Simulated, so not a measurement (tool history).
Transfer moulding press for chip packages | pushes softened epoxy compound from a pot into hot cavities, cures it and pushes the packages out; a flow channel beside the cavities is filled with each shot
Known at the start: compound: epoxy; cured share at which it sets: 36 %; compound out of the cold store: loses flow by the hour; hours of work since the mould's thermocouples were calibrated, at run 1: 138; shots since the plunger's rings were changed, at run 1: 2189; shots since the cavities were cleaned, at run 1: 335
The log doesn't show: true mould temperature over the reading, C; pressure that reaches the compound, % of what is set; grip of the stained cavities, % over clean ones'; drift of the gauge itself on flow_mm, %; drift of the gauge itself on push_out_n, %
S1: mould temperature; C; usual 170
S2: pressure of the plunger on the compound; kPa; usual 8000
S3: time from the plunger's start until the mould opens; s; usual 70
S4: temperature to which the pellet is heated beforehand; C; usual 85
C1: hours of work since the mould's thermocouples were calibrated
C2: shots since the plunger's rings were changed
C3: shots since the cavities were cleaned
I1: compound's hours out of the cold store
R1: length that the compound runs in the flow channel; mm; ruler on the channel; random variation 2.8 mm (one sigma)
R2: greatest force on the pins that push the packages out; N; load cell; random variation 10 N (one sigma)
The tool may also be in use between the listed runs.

run,hour,S1,S2,S3,S4,C1,C2,C3,I1,R1,R2
1,0.0,170,8000,70,85,138,2189,335,32.0,643,461
2,10.3,170,8000,70,85,143,2294,440,14.9,680,482
3,20.4,170,8000,70,85,148,2398,544,31.7,654,460
4,30.7,170,6410,70,85,153,2503,649,14.9,611,456
5,41.5,170,6410,70,85,158,2613,759,13.8,612,443
6,53.4,170,6410,70,85,164,2734,880,10.2,622,470
7,60.7,170,8000,105,85,167,2808,954,36.9,633,384
8,70.1,170,6100,70,85,172,2904,1050,41.4,542,451
9,80.6,170,8000,70,85,177,3012,1158,34.6,637,454
# hour 85.2: cavities cleaned with cleaning compound and waxed
10,90.1,170,8000,70,85,181,3093,50,25.0,658,464
11,97.6,170,8000,70,85,184,3170,127,44.2,619,450
12,109.2,170,8000,70,85,190,3288,245,34.6,637,453
13,118.8,169,6660,54,85,194,3385,342,22.7,610,857
14,126.9,169,6660,54,85,198,3468,425,23.9,607,826
15,138.5,169,6340,78,91,204,3587,544,30.5,577,429
16,148.3,170,8000,81,79,209,3687,644,38.0,628,401
17,154.8,176,7080,95,90,212,3753,710,31.9,597,380
18,161.7,176,7080,95,90,215,3823,780,35.7,581,388
19,166.8,168,7370,70,85,217,3875,832,42.7,600,473
20,172.3,170,9390,70,82,220,3931,888,20.9,722,467
21,177.4,164,8090,102,82,222,3983,940,10.6,719,415
22,187.7,172,8090,57,82,227,4088,1045,23.3,662,602
23,197.1,165,6460,61,82,232,4184,1141,40.7,572,830

Some steps in R2 between neighbouring runs. How much of each would the tool show without its hidden state too (settings, what came in, random variation), and how much is left for the hidden state, with any gauge scatter that isn't in both results?
Run 9 -> 10: cavities cleaned with cleaning compound and waxed. R2 +10 N: hidden state -6, all else +16.
Run 12 -> 13: S1 170 -> 169, S2 8000 -> 6660, S3 70 -> 54. R2 +404 N: hidden state +2, all else +402.
Run 14 -> 15: S2 6660 -> 6340, S3 54 -> 78, S4 85 -> 91. R2 -397 N: hidden state -1, all else -396.
Run 21 -> 22: S1 164 -> 172, S3 102 -> 57. R2 +187 N: hidden state +3, all else +184.
